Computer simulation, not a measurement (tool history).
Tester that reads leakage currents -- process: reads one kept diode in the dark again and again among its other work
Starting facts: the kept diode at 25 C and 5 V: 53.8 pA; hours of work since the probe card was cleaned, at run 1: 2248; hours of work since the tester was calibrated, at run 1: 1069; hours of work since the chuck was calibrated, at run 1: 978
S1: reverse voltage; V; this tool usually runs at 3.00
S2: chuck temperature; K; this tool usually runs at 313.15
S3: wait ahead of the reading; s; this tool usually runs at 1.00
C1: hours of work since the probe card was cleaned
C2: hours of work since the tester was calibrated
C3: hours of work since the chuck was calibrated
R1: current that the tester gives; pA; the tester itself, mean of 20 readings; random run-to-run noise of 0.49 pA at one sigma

run	day	S1	S2	S3	C1	C2	C3	R1
1	0.000	3.00	313.15	1.00	2248	1069	978	179.51
2	1.438	3.00	313.15	1.00	2267	1088	998	179.04
3	4.854	3.00	313.15	1.00	2313	1135	1044	179.40
4	6.675	3.00	313.15	1.00	2338	1159	1069	180.89
5	8.417	3.00	313.15	1.00	2362	1183	1092	180.40
6	11.017	3.00	313.15	2.06	2397	1218	1127	181.80
7	13.108	3.00	313.15	2.06	2425	1246	1156	180.62
8	15.846	3.00	313.15	2.06	2462	1283	1193	182.21
9	19.054	3.00	313.15	2.06	2506	1327	1236	182.55
10	21.942	3.00	313.15	2.06	2545	1366	1275	183.39
11	24.696	3.00	313.15	2.06	2582	1403	1313	182.50
12	27.654	3.00	313.15	2.06	2622	1443	1353	184.00
13	30.475	3.00	313.15	2.06	2660	1482	1391	185.26
14	33.392	3.00	313.15	2.06	2700	1521	1430	184.66
15	35.758	7.50	331.15	0.66	2732	1553	1463	1074.02

The next listed run, before its measurement:
16	37.221	4.92	310.15	4.32	2752	1573	1482	?

{"run 16": {"R1": 184.87}}
With the hidden condition absent and the run-to-run variation left alone, this run would have shown R1 154.29 pA.
